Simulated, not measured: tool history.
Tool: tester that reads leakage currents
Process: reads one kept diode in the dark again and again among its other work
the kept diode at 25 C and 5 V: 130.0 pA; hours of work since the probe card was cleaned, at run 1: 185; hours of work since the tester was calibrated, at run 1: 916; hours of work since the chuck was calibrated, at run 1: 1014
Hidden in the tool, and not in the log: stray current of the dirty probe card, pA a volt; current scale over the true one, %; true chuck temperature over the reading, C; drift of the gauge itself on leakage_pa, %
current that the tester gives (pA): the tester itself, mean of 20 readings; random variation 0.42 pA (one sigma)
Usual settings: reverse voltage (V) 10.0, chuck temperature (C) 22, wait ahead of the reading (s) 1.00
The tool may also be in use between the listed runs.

| run | hour | reverse voltage (V) | chuck temperature (C) | wait ahead of the reading (s) | hours of work since the probe card was cleaned | hours of work since the tester was calibrated | hours of work since the chuck was calibrated | current that the tester gives (pA) |
|---|---|---|---|---|---|---|---|---|
| 1 | 0.0 | 10.0 | 22 | 1.00 | 185 | 916 | 1014 | 159.87 |
| 2 | 25.8 | 10.0 | 22 | 0.43 | 202 | 933 | 1031 | 161.90 |
| 3 | 43.0 | 10.0 | 22 | 0.43 | 214 | 944 | 1043 | 161.39 |
| 4 | 62.9 | 10.0 | 22 | 0.43 | 227 | 957 | 1056 | 162.49 |
| 5 | 79.4 | 10.0 | 22 | 1.00 | 238 | 968 | 1067 | 159.57 |
| 6 | 98.9 | 10.0 | 22 | 1.00 | 251 | 981 | 1080 | 161.24 |
| 7 | 128.9 | 10.0 | 22 | 1.00 | 270 | 1001 | 1099 | 161.43 |
| 8 | 158.0 | 10.0 | 22 | 1.00 | 290 | 1020 | 1119 | 163.33 |
| 9 | 174.3 | 10.0 | 22 | 1.00 | 300 | 1031 | 1129 | 162.45 |
| 10 | 188.3 | 2.9 | 22 | 1.00 | 310 | 1040 | 1139 | 97.25 |
| 11 | 205.7 | 2.9 | 33 | 1.00 | 321 | 1052 | 1150 | 214.96 |
| 12 | 221.1 | 10.0 | 22 | 1.00 | 331 | 1062 | 1160 | 162.37 |
| 13 | 248.1 | 10.0 | 22 | 1.00 | 349 | 1080 | 1178 | 163.36 |
| 14 | 274.6 | 10.0 | 22 | 1.00 | 367 | 1097 | 1196 | 163.83 |
| 15 | 304.4 | 10.0 | 22 | 1.86 | 386 | 1117 | 1215 | 162.96 |
| 16 | 323.8 | 10.0 | 27 | 0.93 | 399 | 1130 | 1228 | 236.16 |
| 17 | 355.4 | 10.0 | 22 | 9.63 | 420 | 1151 | 1249 | 163.41 |

Forecast run 18:
| 18 | 382.0 | 10.0 | 22 | 9.63 | 438 | 1168 | 1267 | ? |

Run 18 gave current that the tester gives (pA) 164.38.
Without the tool's hidden state the same run would have given current that the tester gives (pA) 138.06.

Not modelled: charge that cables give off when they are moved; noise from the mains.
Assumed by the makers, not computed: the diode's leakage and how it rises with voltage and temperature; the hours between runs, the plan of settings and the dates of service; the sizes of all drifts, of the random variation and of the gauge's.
